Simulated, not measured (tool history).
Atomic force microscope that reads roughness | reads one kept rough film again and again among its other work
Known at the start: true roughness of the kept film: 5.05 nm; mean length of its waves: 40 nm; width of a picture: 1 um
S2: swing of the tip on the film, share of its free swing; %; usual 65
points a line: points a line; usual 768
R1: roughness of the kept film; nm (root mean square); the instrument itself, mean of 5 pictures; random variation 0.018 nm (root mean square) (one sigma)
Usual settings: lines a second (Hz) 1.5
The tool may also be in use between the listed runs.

Run 1, hour 0: usual settings. Result: R1 3.639 nm (root mean square).
Run 2, hour 10: usual settings. Result: R1 3.527 nm (root mean square).
Run 3, hour 20.3: usual settings but lines a second (Hz) 0.65. Result: R1 4.481 nm (root mean square).
Run 4, hour 28.6: usual settings but lines a second (Hz) 0.65. Result: R1 4.306 nm (root mean square).
Run 5, hour 34.5: usual settings but points a line 887. Result: R1 4.076 nm (root mean square).
Run 6, hour 47.4: usual settings but points a line 887. Result: R1 3.91 nm (root mean square).
Run 7, hour 52.8: usual settings. Result: R1 3.821 nm (root mean square).
Run 8, hour 62.6: usual settings. Result: R1 3.74 nm (root mean square).
Run 9, hour 73.3: usual settings. Result: R1 3.61 nm (root mean square).
Run 10, hour 82.1: usual settings. Result: R1 3.536 nm (root mean square).
Run 11, hour 94.5: usual settings. Result: R1 4.201 nm (root mean square).
Run 12, hour 104.1: usual settings but S2 76 %, points a line 526. Result: R1 3.849 nm (root mean square).
Run 13, hour 114.2: usual settings but S2 76 %, points a line 526. Result: R1 3.723 nm (root mean square).
Run 14, hour 119.7: usual settings but lines a second (Hz) 1.74, points a line 277. Result: R1 3.797 nm (root mean square).
Run 15, hour 129.7: usual settings but lines a second (Hz) 2.05, S2 81 %. Result: R1 3.251 nm (root mean square).
Run 16, hour 139.7: usual settings but lines a second (Hz) 0.57, S2 59 %. Result: R1 3.831 nm (root mean square).
Run 17, hour 152.3: usual settings but lines a second (Hz) 0.57, S2 59 %. Result: R1 3.71 nm (root mean square).
Run 18, hour 157.7: usual settings but lines a second (Hz) 0.57, S2 59 %. Result: R1 3.667 nm (root mean square).
Run 19, hour 170.1: usual settings but lines a second (Hz) 0.57, S2 70 %. Result: R1 4.313 nm (root mean square).
Run 20, hour 176.3: usual settings but lines a second (Hz) 0.57, S2 70 %. Result: R1 4.156 nm (root mean square).
Run 21, hour 187: usual settings but lines a second (Hz) 0.57, S2 70 %. Result: R1 4.082 nm (root mean square).

Taken out of this log: 3 entries between the listed runs. Where each belongs, and how the hidden state differs across it:
Between runs 2 and 3: new tip fitted (hour 18.7)
  radius of the tip, nm: 26.4 -> 7.7; height scale over the true one, %: -0.15 -> -0.16
  measured less the result without the state, R1: -0.791 -> -0.043 nm (root mean square)
Between runs 10 and 11: new tip fitted (hour 89.2)
  radius of the tip, nm: 26.4 -> 9.5; height scale over the true one, %: -0.2 -> -0.21
  measured less the result without the state, R1: -0.794 -> -0.127 nm (root mean square)
Between runs 18 and 19: new tip fitted (hour 159.9)
  radius of the tip, nm: 28 -> 10.1
  measured less the result without the state, R1: -0.894 -> -0.164 nm (root mean square)

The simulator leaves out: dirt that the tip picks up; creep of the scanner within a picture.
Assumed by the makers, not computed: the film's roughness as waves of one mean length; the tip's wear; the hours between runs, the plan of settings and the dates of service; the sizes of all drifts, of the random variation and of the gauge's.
